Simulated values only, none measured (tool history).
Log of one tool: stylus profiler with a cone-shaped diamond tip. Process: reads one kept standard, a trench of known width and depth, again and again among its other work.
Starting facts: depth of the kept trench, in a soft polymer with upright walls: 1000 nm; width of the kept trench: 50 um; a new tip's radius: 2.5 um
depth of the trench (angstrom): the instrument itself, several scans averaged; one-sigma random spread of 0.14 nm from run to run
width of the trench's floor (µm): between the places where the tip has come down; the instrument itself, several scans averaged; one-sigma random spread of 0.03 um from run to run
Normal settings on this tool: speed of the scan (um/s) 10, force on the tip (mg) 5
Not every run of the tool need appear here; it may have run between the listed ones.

run,day,speed of the scan (um/s),force on the tip (mg),depth of the trench (angstrom),width of the trench's floor (µm)
1,0,10,5,10183.2,45.93
2,0.571,19,5,10181.8,45.98
3,1.467,19,5,10180.7,45.96
4,2.083,19,5,10183.7,45.95
5,2.958,19,5,10182.2,45.96
6,3.446,19,5,10180.7,45.95
7,4.212,19,5,10181.5,45.97
8,4.958,27,5,10178.9,45.98
9,5.812,27,5,10181,45.96
10,6.292,27,5,10184.3,45.98
11,6.758,27,5,10181.5,45.91
12,7.588,27,5,10181,45.95
13,8.075,12,5,10182.5,45.96
14,8.462,12,5,10179.9,45.97
15,9.317,12,5,10182.3,45.95
16,9.938,12,5,10182.6,45.97
17,10.425,10,5,10184.5,45.95
18,11.179,7,5,10181.9,45.97
19,11.604,7,5,10183.1,45.99
20,12.408,10,6.58,10220.6,45.96
21,13.196,10,6.58,10219.6,45.95
22,14.054,10,6.58,10218.6,45.99
23,14.742,10,6.58,10220.6,45.99
24,15.65,19,6.58,10219,45.96
25,16.271,19,6.58,10219.3,46
26,16.788,20,6.58,10217.9,45.96
27,17.233,36,6.58,10217.8,45.95
28,17.804,5,5,10180.8,45.97
29,18.479,30,7.08,10228.3,45.92
30,19.379,5,3.13,10134.9,45.92
31,19.758,5,3.13,10135.2,46.01
32,20.221,29,9.78,10285.9,45.95
33,20.612,19,2.8,10120.8,46.01
34,21.292,2,14.17,10367.1,46
35,21.792,2,1.69,10089.3,45.98
36,22.408,2,1.69,10088.2,45.97
37,22.946,2,1.69,10090.2,46.05
38,23.433,5,5.27,10186.9,45.94
39,24.162,33,4.35,10165.2,45.95
40,24.646,2,10.83,10304.9,45.98
41,25.354,16,5.4,10191.4,45.93
42,25.758,2,5.05,10182.2,45.93
43,26.154,12,8.88,10264.5,45.98
44,27.071,12,8.88,10265.5,45.99
45,27.6,12,8.88,10268.7,45.92

4 ways to go on from here, each from the tool as it stands after run 45. What would each give?
# day 27.879: height scale calibrated on a step standard
A,28.246,39,13.16,?,?
# day 27.879: height scale calibrated on a step standard
B,28.246,10,9.01,?,?
# day 27.879: height scale calibrated on a step standard
C,28.246,5,8.88,?,?
# day 27.879: height scale calibrated on a step standard
D,28.246,15,7.49,?,?

run,depth of the trench (angstrom),width of the trench's floor (µm)
A,10345.9,45.93
B,10269.3,45.93
C,10266.1,45.99
D,10237,45.95
Stripped of hidden state, with their random variation kept, the same runs would have yielded:
run,depth of the trench (angstrom),width of the trench's floor (µm)
A,10346,45.95
B,10269.4,45.94
C,10266.2,46
D,10237.1,45.96
